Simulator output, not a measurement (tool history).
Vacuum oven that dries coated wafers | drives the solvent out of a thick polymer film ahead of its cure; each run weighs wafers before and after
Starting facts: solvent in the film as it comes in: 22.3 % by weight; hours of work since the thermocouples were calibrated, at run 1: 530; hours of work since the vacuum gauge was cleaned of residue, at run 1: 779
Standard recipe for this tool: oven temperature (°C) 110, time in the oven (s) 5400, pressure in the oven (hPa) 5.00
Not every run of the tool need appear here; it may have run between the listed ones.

run   hour  oven temperature (°C)  time in the oven (s)  pressure in the oven (hPa)  hours of work since the thermocouples were calibrated  hours of work since the vacuum gauge was cleaned of residue  solvent left in the film (%)
  1    0.0                    110                  5400                        5.00                                                    530                                                          779                          2.61
  2   31.4                    110                  5400                        5.00                                                    554                                                          802                          2.66
  3   61.0                    110                  5040                        5.00                                                    576                                                          824                          2.96
  4   94.8                    110                  5040                        5.00                                                    601                                                          849                          2.99
  5  127.1                    110                  5400                        3.32                                                    625                                                          874                          2.63
  6  161.0                    110                  5400                        3.32                                                    650                                                          899                          2.59
  7  188.8                    110                  5400                        5.00                                                    671                                                          920                          2.71
     192.3  -- vacuum gauge cleaned of residue and calibrated
  8  220.8                    110                  5400                        5.00                                                    694                                                           21                          2.77
  9  250.1                    101                  4560                        5.36                                                    716                                                           43                          6.72
 10  275.6                     96                  5220                        6.60                                                    735                                                           62                          7.83
 11  309.1                     96                  5220                        8.33                                                    760                                                           87                          7.92
 12  336.9                     97                  5760                        5.00                                                    781                                                          108                          6.80
 13  367.6                     97                  5760                        5.00                                                    803                                                          131                          6.71
     373.4  -- vacuum gauge cleaned of residue and calibrated, once more
 14  386.7                     97                  5760                        5.00                                                    817                                                           10                          6.39
 15  414.6                    110                  6060                        4.02                                                    837                                                           31                          1.98
 16  431.0                    103                  3960                       14.02                                                    850                                                           43                          7.03

Below are 5 alternative next runs, each starting from the tool's condition after run 16. Predict each:
  A  461.8                    110                  3540                        7.07                                                    873                                                           66                             ?
  B  461.8                    110                  5640                        5.00                                                    873                                                           66                             ?
  C  461.8                    103                  5580                       14.02                                                    873                                                           66                             ?
  D  461.8                     99                  3960                       14.02                                                    873                                                           66                             ?
  E  461.8                    103                  5400                        2.58                                                    873                                                           66                             ?

run  solvent left in the film (%)
  A                          4.98
  B                          2.33
  C                          4.93
  D                          8.51
  E                          4.52
Without the tool's hidden state the same runs would have given:
run  solvent left in the film (%)
  A                          4.58
  B                          2.04
  C                          4.51
  D                          8.06
  E                          4.10
